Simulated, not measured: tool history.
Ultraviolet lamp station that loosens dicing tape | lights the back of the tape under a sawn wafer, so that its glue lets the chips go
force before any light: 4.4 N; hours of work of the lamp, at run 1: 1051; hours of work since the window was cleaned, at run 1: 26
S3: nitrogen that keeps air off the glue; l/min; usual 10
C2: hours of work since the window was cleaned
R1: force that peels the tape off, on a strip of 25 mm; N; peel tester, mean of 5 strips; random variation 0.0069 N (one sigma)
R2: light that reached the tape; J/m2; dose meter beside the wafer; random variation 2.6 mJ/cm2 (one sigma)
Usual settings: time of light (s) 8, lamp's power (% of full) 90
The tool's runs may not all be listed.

Run 1, day 0.000: usual settings; hours of work of the lamp 1051; C2 26. Result: R1 0.391 N, R2 2150 J/m2.
Run 2, day 1.812: usual settings but S3 7 l/min; hours of work of the lamp 1075; C2 51. Result: R1 0.474 N, R2 2100 J/m2.
Run 3, day 4.667: usual settings but lamp's power (% of full) 76; hours of work of the lamp 1113; C2 89. Result: R1 0.541 N, R2 1700 J/m2.
Run 4, day 6.288: usual settings but lamp's power (% of full) 76; hours of work of the lamp 1135; C2 110. Result: R1 0.581 N, R2 1680 J/m2.
Run 5, day 7.508: usual settings but lamp's power (% of full) 76; hours of work of the lamp 1151; C2 127. Result: R1 0.579 N, R2 1670 J/m2.
Run 6, day 9.862: usual settings but lamp's power (% of full) 76; hours of work of the lamp 1183; C2 158. Result: R1 0.602 N, R2 1620 J/m2.
Run 7, day 12.696: usual settings but lamp's power (% of full) 76; hours of work of the lamp 1220; C2 196. Result: R1 0.648 N, R2 1510 J/m2.
At day 12.854: window cleaned of glue's vapour.
Run 8, day 14.250: usual settings but lamp's power (% of full) 76; hours of work of the lamp 1241; C2 19. Result: R1 0.756 N, R2 1420 J/m2.
Run 9, day 17.200: usual settings; hours of work of the lamp 1280; C2 58. Result: R1 0.606 N, R2 1570 J/m2.
Run 10, day 19.521: usual settings; hours of work of the lamp 1311; C2 89. Result: R1 0.645 N, R2 1530 J/m2.
Run 11, day 21.062: usual settings; hours of work of the lamp 1332; C2 109. Result: R1 0.680 N, R2 1480 J/m2.
Run 12, day 23.258: usual settings but lamp's power (% of full) 64; hours of work of the lamp 1361; C2 139. Result: R1 1.127 N, R2 1020 J/m2.
At day 24.812: window cleaned of glue's vapour, once more.
Run 13, day 25.008: usual settings but lamp's power (% of full) 64; hours of work of the lamp 1384; C2 3. Result: R1 0.800 N, R2 1360 J/m2.
Run 14, day 27.588: usual settings but lamp's power (% of full) 64; hours of work of the lamp 1419; C2 37. Result: R1 0.839 N, R2 1270 J/m2.
Run 15, day 30.046: usual settings but time of light (s) 14, lamp's power (% of full) 69, S3 3 l/min; hours of work of the lamp 1451; C2 70. Result: R1 0.720 N, R2 2380 J/m2.
Run 16, day 32.462: usual settings but time of light (s) 15, lamp's power (% of full) 94, S3 17 l/min; hours of work of the lamp 1484; C2 102. Result: R1 0.213 N, R2 3330 J/m2.
Run 17, day 35.288: usual settings but lamp's power (% of full) 61, S3 13 l/min; hours of work of the lamp 1521; C2 140. Result: R1 0.917 N, R2 1110 J/m2.
At day 35.950: lamp changed.
Run 18, day 37.275: usual settings but time of light (s) 9, S3 4 l/min; hours of work of the lamp 18; C2 166. Result: R1 0.390 N, R2 3150 J/m2.
Run 19, day 39.408: usual settings but lamp's power (% of full) 87; hours of work of the lamp 46; C2 194. Result: R1 0.301 N, R2 2670 J/m2.
Run 20, day 41.804: usual settings but lamp's power (% of full) 86; hours of work of the lamp 78; C2 226. Result: R1 0.311 N, R2 2530 J/m2.
Run 21, day 44.762: usual settings but time of light (s) 7, lamp's power (% of full) 80, S3 11 l/min; hours of work of the lamp 118; C2 266. Result: R1 0.408 N, R2 1980 J/m2.
Run 22, day 46.325: usual settings but time of light (s) 11, lamp's power (% of full) 92, S3 19 l/min; hours of work of the lamp 138; C2 286. Result: R1 0.207 N, R2 3500 J/m2.
At day 47.575: window cleaned of glue's vapour.
Run 23, day 48.412: usual settings but time of light (s) 13, lamp's power (% of full) 96; hours of work of the lamp 166; C2 11. Result: R1 0.194 N, R2 5170 J/m2.
Run 24, day 50.117: usual settings but time of light (s) 15, S3 5 l/min; hours of work of the lamp 189; C2 34. Result: R1 0.209 N, R2 5400 J/m2.

4 ways to go on from here, each from the tool as it stands after run 24. What would each give?
Run A, day 52.179: usual settings but S3 3 l/min; hours of work of the lamp 216; C2 61. Result: R1 ?, R2 ?.
Run B, day 52.179: usual settings but time of light (s) 5, lamp's power (% of full) 61, S3 7 l/min; hours of work of the lamp 216; C2 61. Result: R1 ?, R2 ?.
Run C, day 52.179: usual settings but time of light (s) 7, lamp's power (% of full) 68, S3 8 l/min; hours of work of the lamp 216; C2 61. Result: R1 ?, R2 ?.
Run D, day 52.179: usual settings but time of light (s) 5, lamp's power (% of full) 78, S3 3 l/min; hours of work of the lamp 216; C2 61. Result: R1 ?, R2 ?.

run     R1    R2
  A  0.556  2850
  B  1.147  1200
  C  0.543  1840
  D  1.337  1550
Without the tool's hidden state the same runs would have given:
run     R1    R2
  A  0.456  3230
  B  0.973  1360
  C  0.444  2090
  D  1.150  1760
